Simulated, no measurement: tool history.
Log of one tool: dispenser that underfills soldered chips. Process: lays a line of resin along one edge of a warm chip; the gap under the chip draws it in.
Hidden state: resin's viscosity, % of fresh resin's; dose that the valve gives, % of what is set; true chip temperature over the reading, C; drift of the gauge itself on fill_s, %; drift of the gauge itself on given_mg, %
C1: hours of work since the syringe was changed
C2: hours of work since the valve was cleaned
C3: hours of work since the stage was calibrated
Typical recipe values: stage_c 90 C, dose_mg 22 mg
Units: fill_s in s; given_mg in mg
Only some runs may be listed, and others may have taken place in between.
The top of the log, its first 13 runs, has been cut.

Run 14, hour 46.6: usual settings but dose_mg 21.2 mg; C1 7; C2 16; C3 57. Result: fill_s 579 s, given_mg 20.93 mg.
At hour 51.3: new syringe of resin.
Run 15, hour 51.3: usual settings but dose_mg 21.2 mg; C1 0; C2 19; C3 60. Result: fill_s 316.2 s, given_mg 20.78 mg.
Run 16, hour 56.1: usual settings but stage_c 77 C; C1 4; C2 23; C3 64. Result: fill_s 710.1 s, given_mg 21.48 mg.
Run 17, hour 60.9: usual settings but stage_c 77 C; C1 7; C2 26; C3 68. Result: fill_s 974.8 s, given_mg 21.46 mg.
At hour 65.1: new syringe of resin.
Run 18, hour 65.8: usual settings but stage_c 78 C; C1 1; C2 30; C3 71. Result: fill_s 524 s, given_mg 21.36 mg.
Run 19, hour 68: usual settings but stage_c 78 C; C1 2; C2 32; C3 73. Result: fill_s 585.9 s, given_mg 21.43 mg.
Run 20, hour 71.3: usual settings but stage_c 78 C, dose_mg 19.2 mg; C1 5; C2 34; C3 75. Result: fill_s 761.2 s, given_mg 18.67 mg.
Run 21, hour 74.2: usual settings but dose_mg 24.4 mg; C1 7; C2 36; C3 77. Result: fill_s 570.3 s, given_mg 23.63 mg.

Run 22 has not been measured yet. What should we expect?
Run 22, hour 77.2: usual settings but dose_mg 24.4 mg; C1 9; C2 38; C3 80. Result: fill_s ?, given_mg ?.

{"run 22": {"fill_s": 705.1, "given_mg": 23.38}}
Minus the tool's unlogged condition, the same run would have read fill_s 306.1 s, given_mg 24.28 mg.

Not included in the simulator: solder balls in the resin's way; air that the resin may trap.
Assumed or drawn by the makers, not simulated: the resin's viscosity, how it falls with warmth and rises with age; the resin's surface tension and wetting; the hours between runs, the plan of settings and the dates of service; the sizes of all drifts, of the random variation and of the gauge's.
